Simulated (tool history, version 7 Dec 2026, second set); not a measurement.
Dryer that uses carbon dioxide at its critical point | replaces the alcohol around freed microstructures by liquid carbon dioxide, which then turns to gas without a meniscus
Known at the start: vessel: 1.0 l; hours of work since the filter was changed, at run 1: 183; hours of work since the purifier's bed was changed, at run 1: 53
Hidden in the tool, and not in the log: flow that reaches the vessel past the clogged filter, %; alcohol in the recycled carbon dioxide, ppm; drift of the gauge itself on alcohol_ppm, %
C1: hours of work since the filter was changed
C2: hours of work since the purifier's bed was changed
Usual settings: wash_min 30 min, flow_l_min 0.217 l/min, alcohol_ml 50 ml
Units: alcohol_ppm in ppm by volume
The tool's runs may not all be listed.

Run 1, day 0.000: usual settings; C1 183; C2 53. Result: alcohol_ppm 590 ppm by volume.
At day 0.321: inlet filter changed.
Run 2, day 0.800: usual settings but wash_min 26 min; C1 5; C2 61. Result: alcohol_ppm 819 ppm by volume.
Run 3, day 1.679: usual settings; C1 14; C2 70. Result: alcohol_ppm 442 ppm by volume.
Run 4, day 2.208: usual settings; C1 19; C2 75. Result: alcohol_ppm 446 ppm by volume.
Run 5, day 3.121: usual settings; C1 28; C2 84. Result: alcohol_ppm 453 ppm by volume.
Run 6, day 4.004: usual settings; C1 37; C2 93. Result: alcohol_ppm 464 ppm by volume.
Run 7, day 4.483: usual settings; C1 42; C2 98. Result: alcohol_ppm 470 ppm by volume.
Run 8, day 4.867: usual settings; C1 46; C2 102. Result: alcohol_ppm 486 ppm by volume.
Run 9, day 5.679: usual settings; C1 54; C2 110. Result: alcohol_ppm 505 ppm by volume.
Run 10, day 6.371: usual settings; C1 61; C2 117. Result: alcohol_ppm 490 ppm by volume.
Run 11, day 6.942: usual settings; C1 67; C2 123. Result: alcohol_ppm 491 ppm by volume.
Run 12, day 7.862: usual settings but wash_min 21 min, alcohol_ml 38 ml; C1 76; C2 132. Result: alcohol_ppm 1515 ppm by volume.
Run 13, day 8.658: usual settings but wash_min 21 min, alcohol_ml 38 ml; C1 84; C2 140. Result: alcohol_ppm 1531 ppm by volume.
Run 14, day 9.229: usual settings but wash_min 21 min, alcohol_ml 38 ml; C1 90; C2 146. Result: alcohol_ppm 1523 ppm by volume.
Run 15, day 10.100: usual settings but wash_min 28 min, flow_l_min 0.163 l/min; C1 99; C2 155. Result: alcohol_ppm 2083 ppm by volume.
Run 16, day 10.829: usual settings but wash_min 29 min, flow_l_min 0.183 l/min; C1 106; C2 162. Result: alcohol_ppm 1242 ppm by volume.
Run 17, day 11.412: usual settings but wash_min 29 min, flow_l_min 0.183 l/min; C1 112; C2 168. Result: alcohol_ppm 1244 ppm by volume.
Run 18, day 12.288: usual settings but wash_min 25 min, flow_l_min 0.312 l/min, alcohol_ml 51 ml; C1 121; C2 177. Result: alcohol_ppm 232 ppm by volume.
Run 19, day 13.079: usual settings but wash_min 27 min, flow_l_min 0.159 l/min, alcohol_ml 91 ml; C1 129; C2 185. Result: alcohol_ppm 4776 ppm by volume.
Run 20, day 13.804: usual settings but flow_l_min 0.168 l/min; C1 136; C2 192. Result: alcohol_ppm 1560 ppm by volume.
Run 21, day 14.575: usual settings but flow_l_min 0.147 l/min; C1 144; C2 200. Result: alcohol_ppm 2528 ppm by volume.

5 ways to go on from here, each from the tool as it stands after run 21. What would each give?
Run A, day 15.029: usual settings but wash_min 19 min; C1 148; C2 204. Result: alcohol_ppm ?.
Run B, day 15.029: usual settings but wash_min 47 min, flow_l_min 0.147 l/min; C1 148; C2 204. Result: alcohol_ppm ?.
Run C, day 15.029: usual settings but wash_min 19 min, flow_l_min 0.147 l/min; C1 148; C2 204. Result: alcohol_ppm ?.
Run D, day 15.029: usual settings but wash_min 19 min, flow_l_min 0.235 l/min, alcohol_ml 83 ml; C1 148; C2 204. Result: alcohol_ppm ?.
Run E, day 15.029: usual settings but wash_min 28 min, flow_l_min 0.369 l/min; C1 148; C2 204. Result: alcohol_ppm ?.

run  alcohol_ppm
  A         2878
  B          491
  C         7377
  D         3776
  E           80
Without the tool's hidden state the same runs would have given:
run  alcohol_ppm
  A         2342
  B          326
  C         6457
  D         3032
  E           26
